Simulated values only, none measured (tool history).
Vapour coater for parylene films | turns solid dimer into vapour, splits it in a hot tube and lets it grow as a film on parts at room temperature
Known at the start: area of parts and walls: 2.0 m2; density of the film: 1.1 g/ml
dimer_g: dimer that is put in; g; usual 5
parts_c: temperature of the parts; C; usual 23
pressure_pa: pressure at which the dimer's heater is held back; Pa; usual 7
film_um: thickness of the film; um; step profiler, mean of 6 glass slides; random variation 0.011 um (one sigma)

{"run": 1, "hour": 0.0, "dimer_g": 5, "parts_c": 23, "pressure_pa": 7, "film_um": 1.16}
{"run": 2, "hour": 21.3, "dimer_g": 5, "parts_c": 23, "pressure_pa": 7, "film_um": 1.15}
{"run": 3, "hour": 42.7, "dimer_g": 5, "parts_c": 17, "pressure_pa": 7, "film_um": 1.46}
{"run": 4, "hour": 55.8, "dimer_g": 5, "parts_c": 23, "pressure_pa": 7, "film_um": 1.18}
{"run": 5, "hour": 72.2, "dimer_g": 5, "parts_c": 23, "pressure_pa": 7, "film_um": 1.17}
{"run": 6, "hour": 93.5, "dimer_g": 5, "parts_c": 23, "pressure_pa": 7.29, "film_um": 1.18}
{"run": 7, "hour": 111.2, "dimer_g": 5, "parts_c": 23, "pressure_pa": 7.29, "film_um": 1.16}
{"run": 8, "hour": 122.3, "dimer_g": 5, "parts_c": 23, "pressure_pa": 7, "film_um": 1.16}
{"run": 9, "hour": 144.0, "dimer_g": 5, "parts_c": 23, "pressure_pa": 7, "film_um": 1.17}
{"run": 10, "hour": 153.9, "dimer_g": 5, "parts_c": 23, "pressure_pa": 7, "film_um": 1.17}
{"run": 11, "hour": 163.5, "dimer_g": 5, "parts_c": 23, "pressure_pa": 7, "film_um": 1.15}
{"run": 12, "hour": 178.5, "dimer_g": 4, "parts_c": 23, "pressure_pa": 7, "film_um": 0.91}
{"run": 13, "hour": 200.9, "dimer_g": 4, "parts_c": 23, "pressure_pa": 7, "film_um": 0.92}
{"run": 14, "hour": 223.8, "dimer_g": 4, "parts_c": 23, "pressure_pa": 7, "film_um": 0.93}
{"run": 15, "hour": 237.1, "dimer_g": 8, "parts_c": 23, "pressure_pa": 7, "film_um": 1.83}
{"run": 16, "hour": 249.5, "dimer_g": 5, "parts_c": 34, "pressure_pa": 7, "film_um": 0.76}
{"run": 17, "hour": 263.6, "dimer_g": 5, "parts_c": 23, "pressure_pa": 9.04, "film_um": 1.11}
{"run": 18, "hour": 279.1, "dimer_g": 5, "parts_c": 23, "pressure_pa": 9.04, "film_um": 1.1}
{"run": 19, "hour": 299.2, "dimer_g": 4, "parts_c": 23, "pressure_pa": 7, "film_um": 0.9}
{"run": 20, "hour": 314.4, "dimer_g": 2, "parts_c": 23, "pressure_pa": 7, "film_um": 0.46}
{"run": 21, "hour": 331.2, "dimer_g": 2, "parts_c": 23, "pressure_pa": 7, "film_um": 0.47}
{"run": 22, "hour": 354.2, "dimer_g": 2, "parts_c": 21, "pressure_pa": 7, "film_um": 0.5}
{"run": 23, "hour": 371.6, "dimer_g": 5, "parts_c": 15, "pressure_pa": 7, "film_um": 1.53}
{"run": 24, "hour": 385.0, "dimer_g": 5, "parts_c": 15, "pressure_pa": 7, "film_um": 1.53}
{"run": 25, "hour": 406.2, "dimer_g": 5, "parts_c": 15, "pressure_pa": 7, "film_um": 1.51}
{"run": 26, "hour": 416.4, "dimer_g": 2, "parts_c": 15, "pressure_pa": 7, "film_um": 0.62}
{"run": 27, "hour": 434.1, "dimer_g": 2, "parts_c": 21, "pressure_pa": 7, "film_um": 0.48}
{"run": 28, "hour": 457.2, "dimer_g": 3, "parts_c": 29, "pressure_pa": 2.84, "film_um": 0.59}
{"run": 29, "hour": 477.4, "dimer_g": 5, "parts_c": 29, "pressure_pa": 2.84, "film_um": 0.97}
{"run": 30, "hour": 494.9, "dimer_g": 5, "parts_c": 29, "pressure_pa": 2.84, "film_um": 0.98}
{"run": 31, "hour": 511.6, "dimer_g": 5, "parts_c": 29, "pressure_pa": 2.84, "film_um": 0.96}
{"run": 32, "hour": 533.9, "dimer_g": 6, "parts_c": 29, "pressure_pa": 2.84, "film_um": 1.16}
{"hour": 541.6, "done": "trap's valve overhauled"}
{"run": 33, "hour": 548.4, "dimer_g": 5, "parts_c": 19, "pressure_pa": 7, "film_um": 1.4}
{"run": 34, "hour": 568.6, "dimer_g": 5, "parts_c": 19, "pressure_pa": 7, "film_um": 1.38}
{"run": 35, "hour": 585.9, "dimer_g": 5, "parts_c": 30, "pressure_pa": 8.7, "film_um": 0.89}
{"run": 36, "hour": 609.0, "dimer_g": 5, "parts_c": 30, "pressure_pa": 5.12, "film_um": 0.92}
{"run": 37, "hour": 622.8, "dimer_g": 2, "parts_c": 25, "pressure_pa": 6.44, "film_um": 0.45}
{"run": 38, "hour": 641.6, "dimer_g": 7, "parts_c": 25, "pressure_pa": 2.05, "film_um": 1.7}
{"run": 39, "hour": 651.7, "dimer_g": 7, "parts_c": 25, "pressure_pa": 2.05, "film_um": 1.67}

Forecast run 40:
{"run": 40, "hour": 666.5, "dimer_g": 5, "parts_c": 25, "pressure_pa": 2.16, "film_um": "?"}

Run 40 gave film_um 1.21 um.
Without the tool's hidden state the same run would have given film_um 1.25 um.

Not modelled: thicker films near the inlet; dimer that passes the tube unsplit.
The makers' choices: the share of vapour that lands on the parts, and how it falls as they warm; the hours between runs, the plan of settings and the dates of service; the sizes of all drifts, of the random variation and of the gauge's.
